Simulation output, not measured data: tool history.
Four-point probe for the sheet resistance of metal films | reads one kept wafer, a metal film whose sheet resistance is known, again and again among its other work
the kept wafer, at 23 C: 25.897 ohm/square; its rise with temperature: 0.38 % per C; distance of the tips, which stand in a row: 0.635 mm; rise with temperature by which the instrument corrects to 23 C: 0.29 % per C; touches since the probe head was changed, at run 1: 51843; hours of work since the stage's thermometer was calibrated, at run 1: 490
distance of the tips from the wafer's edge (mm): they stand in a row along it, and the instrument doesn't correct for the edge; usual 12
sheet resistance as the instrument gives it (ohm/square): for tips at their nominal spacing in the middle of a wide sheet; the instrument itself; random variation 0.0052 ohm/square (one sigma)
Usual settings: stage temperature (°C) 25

run,day,stage temperature (°C),distance of the tips from the wafer's edge (mm),touches since the probe head was changed,hours of work since the stage's thermometer was calibrated,sheet resistance as the instrument gives it (ohm/square)
1,0,25,12,51843,490,26.022376
2,1.892,22,12,54301,526,25.941199
3,3.767,22,12,56740,562,25.946795
4,6.562,22,12,60375,615,25.953013
5,8.525,22,12,62923,653,25.955792
6,11.242,25,12,66456,705,26.032058
7,14.571,25,12,70784,768,26.030276
8,17.146,25,4,74131,818,26.354124
9,19.679,25,12,77424,866,26.056769
10,23.167,25,12,81954,933,26.056211
11,26.058,25,12,85716,988,26.070622
12,28.162,25,57,88452,1029,26.03196
13,31.433,25,5,92699,1091,26.262013
14,32.933,25,5,94652,1120,26.261262
15,35.575,22,5,98085,1170,26.193796
16,37.6,22,5,100716,1209,26.202266
17,40.908,22,5,105017,1272,26.198049
18,43.688,28,5,108630,1326,26.356919
19,47.379,28,5,113427,1396,26.379678
20,48.883,20,12,115383,1425,25.985702
21,50.504,20,12,117490,1456,26.001141
22,52.496,20,12,120081,1494,25.993148
23,54.775,24,60,123039,1538,26.053058
24,58.117,32,9,127384,1602,26.325073
25,60.258,32,9,130167,1643,26.33033
26,62.258,31,12,132768,1681,26.287057
27,64.312,25,5,135437,1720,26.325578
28,66.221,32,31,137922,1757,26.280814
29,69.467,21,16,142140,1819,26.04039
30,72.429,21,16,145992,1876,26.039908
31,75.362,22,4,149802,1932,26.397881
32,78.862,30,5,154354,1999,26.483765

Forecast each of these 5 alternatives for the next run:
A,81.967,25,38,158385,2058,?
B,81.967,34,11,158385,2058,?
C,81.967,28,27,158385,2058,?
D,81.967,33,12,158385,2058,?
E,81.967,30,17,158385,2058,?

run,sheet resistance as the instrument gives it (ohm/square)
A,26.143336
B,26.397441
C,26.213249
D,26.366156
E,26.278175
Without the tool's hidden state the same runs would have given:
run,sheet resistance as the instrument gives it (ohm/square)
A,25.952891
B,26.205839
C,26.022524
D,26.174705
E,26.087134
